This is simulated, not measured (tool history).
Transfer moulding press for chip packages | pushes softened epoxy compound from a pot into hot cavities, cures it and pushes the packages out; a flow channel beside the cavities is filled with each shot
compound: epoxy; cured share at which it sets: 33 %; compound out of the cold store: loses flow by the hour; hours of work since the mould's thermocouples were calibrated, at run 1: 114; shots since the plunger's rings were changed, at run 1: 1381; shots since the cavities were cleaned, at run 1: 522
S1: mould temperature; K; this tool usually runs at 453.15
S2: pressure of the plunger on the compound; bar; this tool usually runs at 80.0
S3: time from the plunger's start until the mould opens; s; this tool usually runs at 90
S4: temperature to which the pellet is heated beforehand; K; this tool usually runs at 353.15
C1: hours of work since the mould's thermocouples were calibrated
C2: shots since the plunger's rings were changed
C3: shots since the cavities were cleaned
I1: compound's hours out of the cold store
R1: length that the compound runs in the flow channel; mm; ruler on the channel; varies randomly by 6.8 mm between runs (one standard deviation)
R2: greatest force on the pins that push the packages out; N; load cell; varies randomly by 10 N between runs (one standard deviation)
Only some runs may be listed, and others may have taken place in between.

run	hour	S1	S2	S3	S4	C1	C2	C3	I1	R1	R2
1	0.0	453.15	80.0	90	353.15	114	1381	522	43.6	655	844
2	12.1	453.15	80.0	90	353.15	119	1494	635	25.4	717	939
# hour 22.3: cavities cleaned with cleaning compound and waxed
3	30.8	453.15	80.0	90	353.15	127	1656	80	10.7	774	639
4	47.3	453.15	80.0	90	353.15	135	1811	235	14.3	749	817
5	65.5	453.15	80.0	90	353.15	143	1982	406	30.5	682	860
6	79.0	458.15	80.0	90	353.15	149	2109	533	28.4	690	664
7	88.8	458.15	80.0	90	353.15	154	2201	625	37.6	653	679
# hour 100.1: cavities cleaned with cleaning compound and waxed
8	102.3	458.15	80.0	90	347.15	159	2313	20	13.8	738	374
9	113.1	458.15	80.0	90	347.15	164	2415	122	40.9	631	469
10	131.3	451.15	63.7	90	345.15	173	2587	294	9.1	671	1051
11	144.4	453.15	80.0	90	361.15	179	2709	416	20.4	728	871
12	160.1	453.15	80.0	102	361.15	186	2856	563	30.1	682	700
13	168.4	453.15	70.0	76	361.15	190	2935	642	25.9	642	1394
# hour 178.2: cavities cleaned with cleaning compound and waxed
14	184.7	453.15	88.8	124	359.15	196	3074	61	14.4	779	341
15	199.6	453.15	88.8	124	359.15	203	3213	200	18.0	760	426
16	212.0	454.15	62.2	90	353.15	209	3330	317	14.5	633	802
17	226.2	454.15	62.2	90	353.15	215	3464	451	23.5	620	850
18	243.6	458.15	80.0	102	353.15	223	3627	614	33.6	648	611

For some of the steps in R1 from one run to the next: how much would appear even if the tool had no hidden state, given the settings, what came in and random variation, and how much remains for the hidden state plus any gauge scatter that the measured result and the result without hidden state don't share?
The tool's hidden condition here consists of: true mould temperature over the reading, C; pressure that reaches the compound, % of what is set; grip of the stained cavities, % over clean ones'; drift of the gauge itself on flow_mm, %; drift of the gauge itself on push_out_n, %.
Run 13 -> 14: S2 70.0 -> 88.8, S3 76 -> 124, S4 361.15 -> 359.15, cavities cleaned with cleaning compound and waxed. R1 +137 mm: hidden state -10, all else +147.
